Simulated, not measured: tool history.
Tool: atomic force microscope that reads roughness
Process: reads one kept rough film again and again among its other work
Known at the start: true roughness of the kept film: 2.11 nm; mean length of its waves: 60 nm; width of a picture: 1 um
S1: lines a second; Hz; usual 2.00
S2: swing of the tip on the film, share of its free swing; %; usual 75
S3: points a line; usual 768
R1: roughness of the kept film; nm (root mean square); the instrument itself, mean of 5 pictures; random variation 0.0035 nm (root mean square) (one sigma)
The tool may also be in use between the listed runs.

| run | hour | S1 | S2 | S3 | R1 |
|---|---|---|---|---|---|
| 1 | 0.0 | 2.00 | 75 | 768 | 1.793 |
| 2 | 27.2 | 2.00 | 75 | 768 | 1.780 |
| 3 | 55.7 | 2.00 | 75 | 768 | 1.825 |
| 4 | 97.9 | 2.00 | 75 | 768 | 1.783 |
| 5 | 141.0 | 2.00 | 75 | 768 | 1.828 |
| 6 | 182.3 | 2.00 | 75 | 768 | 1.783 |
| 7 | 218.0 | 2.00 | 58 | 768 | 1.982 |
| 8 | 254.6 | 2.00 | 75 | 1011 | 1.799 |
| 9 | 284.0 | 2.00 | 75 | 1011 | 1.775 |
| 10 | 323.7 | 3.76 | 75 | 768 | 1.644 |
| 11 | 361.5 | 2.00 | 75 | 768 | 1.786 |
| 12 | 387.2 | 2.00 | 75 | 768 | 1.770 |
| 13 | 434.9 | 2.00 | 75 | 768 | 1.787 |
| 14 | 476.1 | 0.67 | 65 | 339 | 1.951 |
| 15 | 522.8 | 0.67 | 65 | 339 | 1.995 |
| 16 | 549.2 | 2.00 | 65 | 697 | 1.887 |
| 17 | 582.1 | 0.74 | 82 | 324 | 1.924 |
| 18 | 608.1 | 0.74 | 82 | 324 | 1.903 |
| 19 | 631.1 | 0.74 | 82 | 324 | 1.883 |
| 20 | 679.8 | 3.08 | 69 | 413 | 1.792 |
| 21 | 724.2 | 3.08 | 69 | 413 | 1.752 |
| 22 | 762.1 | 3.08 | 69 | 413 | 1.795 |
| 23 | 806.7 | 3.08 | 69 | 413 | 1.754 |
| 24 | 858.2 | 0.73 | 75 | 805 | 1.964 |
| 25 | 897.5 | 0.73 | 75 | 805 | 1.929 |

Taken out of this log: 10 entries between the listed runs. Where each belongs, and how the hidden state differs across it:
Between runs 2 and 3: new tip fitted (hour 45.5)
  radius of the tip, nm: 18.8 -> 7.1; height scale over the true one, %: 0.05 -> 0.06
  measured less the result without the state, R1: -0.055 -> -0.007 nm (root mean square)
Between runs 4 and 5: new tip fitted (hour 131.9)
  radius of the tip, nm: 16.3 -> 7.6; height scale over the true one, %: 0.08 -> 0.1
  measured less the result without the state, R1: -0.045 -> -0.009 nm (root mean square)
Between runs 6 and 7: new tip fitted (hour 217.8)
  radius of the tip, nm: 16.2 -> 5.5; height scale over the true one, %: 0.12 -> 0.13
  measured less the result without the state, R1: -0.043 -> +0.000 nm (root mean square)
Between runs 9 and 10: new tip fitted (hour 305.5)
  radius of the tip, nm: 19.3 -> 9; height scale over the true one, %: 0.16 -> 0.18
  measured less the result without the state, R1: -0.056 -> -0.012 nm (root mean square)
Between runs 12 and 13: new tip fitted (hour 392.1)
  radius of the tip, nm: 22 -> 15.5; height scale over the true one, %: 0.21 -> 0.22
  measured less the result without the state, R1: -0.065 -> -0.039 nm (root mean square)
Between runs 14 and 15: new tip fitted (hour 479.5)
  radius of the tip, nm: 23.2 -> 13.2; height scale over the true one, %: 0.24 -> 0.26
  measured less the result without the state, R1: -0.077 -> -0.032 nm (root mean square)
Between runs 16 and 17: new tip fitted (hour 565.9)
  radius of the tip, nm: 18.6 -> 9.3; height scale over the true one, %: 0.27 -> 0.28
  measured less the result without the state, R1: -0.054 -> -0.013 nm (root mean square)
Between runs 19 and 20: new tip fitted (hour 654.2)
  radius of the tip, nm: 19.2 -> 9.9; height scale over the true one, %: 0.3 -> 0.33
  measured less the result without the state, R1: -0.056 -> -0.015 nm (root mean square)
Between runs 21 and 22: new tip fitted (hour 741.1)
  radius of the tip, nm: 19.2 -> 9.8; height scale over the true one, %: 0.34 -> 0.36
  measured less the result without the state, R1: -0.051 -> -0.013 nm (root mean square)
Between runs 23 and 24: new tip fitted (hour 827.4)
  radius of the tip, nm: 18.2 -> 11.2; height scale over the true one, %: 0.38 -> 0.4
  measured less the result without the state, R1: -0.046 -> -0.020 nm (root mean square)
